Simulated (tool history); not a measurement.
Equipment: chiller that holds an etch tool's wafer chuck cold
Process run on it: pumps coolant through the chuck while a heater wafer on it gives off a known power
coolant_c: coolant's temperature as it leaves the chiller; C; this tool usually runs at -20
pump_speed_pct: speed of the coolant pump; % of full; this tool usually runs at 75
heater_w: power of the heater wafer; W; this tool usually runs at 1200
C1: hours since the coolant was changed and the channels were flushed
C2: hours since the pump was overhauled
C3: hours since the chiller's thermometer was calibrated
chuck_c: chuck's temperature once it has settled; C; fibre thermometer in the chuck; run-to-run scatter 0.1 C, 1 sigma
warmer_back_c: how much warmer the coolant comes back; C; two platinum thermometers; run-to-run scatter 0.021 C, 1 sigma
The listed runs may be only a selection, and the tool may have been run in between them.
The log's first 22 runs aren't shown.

run 23 hour=753.8 | coolant_c=-20 pump_speed_pct=94 heater_w=1200 | C1=847 C2=794 C3=1601 | chuck_c=-12.8 warmer_back_c=2.14
run 24 hour=785.8 | coolant_c=-14 pump_speed_pct=75 heater_w=1587 | C1=879 C2=826 C3=1633 | chuck_c=-2.5 warmer_back_c=3.62
run 25 hour=831.0 | coolant_c=-14 pump_speed_pct=75 heater_w=1587 | C1=924 C2=871 C3=1678 | chuck_c=-2.5 warmer_back_c=3.67
run 26 hour=875.4 | coolant_c=-14 pump_speed_pct=75 heater_w=1587 | C1=968 C2=916 C3=1722 | chuck_c=-2.5 warmer_back_c=3.71
run 27 hour=904.6 | coolant_c=-29 pump_speed_pct=75 heater_w=1352 | C1=998 C2=945 C3=1752 | chuck_c=-19.3 warmer_back_c=3.11
run 28 hour=949.8 | coolant_c=-13 pump_speed_pct=75 heater_w=1204 | C1=1043 C2=990 C3=1797 | chuck_c=-4.3 warmer_back_c=2.76
run 29 hour=984.2 | coolant_c=-24 pump_speed_pct=77 heater_w=1200 | C1=1077 C2=1024 C3=1831 | chuck_c=-15.5 warmer_back_c=2.68
run 30 hour=1029.1 | coolant_c=-19 pump_speed_pct=64 heater_w=816 | C1=1122 C2=1069 C3=1876 | chuck_c=-12.2 warmer_back_c=2.26
run 31 hour=1059.3 | coolant_c=-17 pump_speed_pct=76 heater_w=855 | C1=1152 C2=1099 C3=1906 | chuck_c=-11.0 warmer_back_c=1.95
run 32 hour=1099.0 | coolant_c=-20 pump_speed_pct=90 heater_w=1213 | C1=1192 C2=1139 C3=1946 | chuck_c=-12.3 warmer_back_c=2.33

Consider 3 possible next runs. They are alternatives, not a sequence: every one starts from the tool as it was left by run 32. What does each give?
run A hour=1142.6 | coolant_c=-20 pump_speed_pct=68 heater_w=1200 | C1=1236 C2=1183 C3=1990 | chuck_c=? warmer_back_c=?
run B hour=1142.6 | coolant_c=-20 pump_speed_pct=77 heater_w=1441 | C1=1236 C2=1183 C3=1990 | chuck_c=? warmer_back_c=?
run C hour=1142.6 | coolant_c=-20 pump_speed_pct=90 heater_w=842 | C1=1236 C2=1183 C3=1990 | chuck_c=? warmer_back_c=?

run=A chuck_c=-10.5 warmer_back_c=3.15
run=B chuck_c=-9.7 warmer_back_c=3.24
run=C chuck_c=-14.8 warmer_back_c=1.57
Stripped of hidden state, with their random variation kept, the same runs would have yielded:
run=A chuck_c=-10.9 warmer_back_c=3.11
run=B chuck_c=-10.1 warmer_back_c=3.20
run=C chuck_c=-15.0 warmer_back_c=1.55
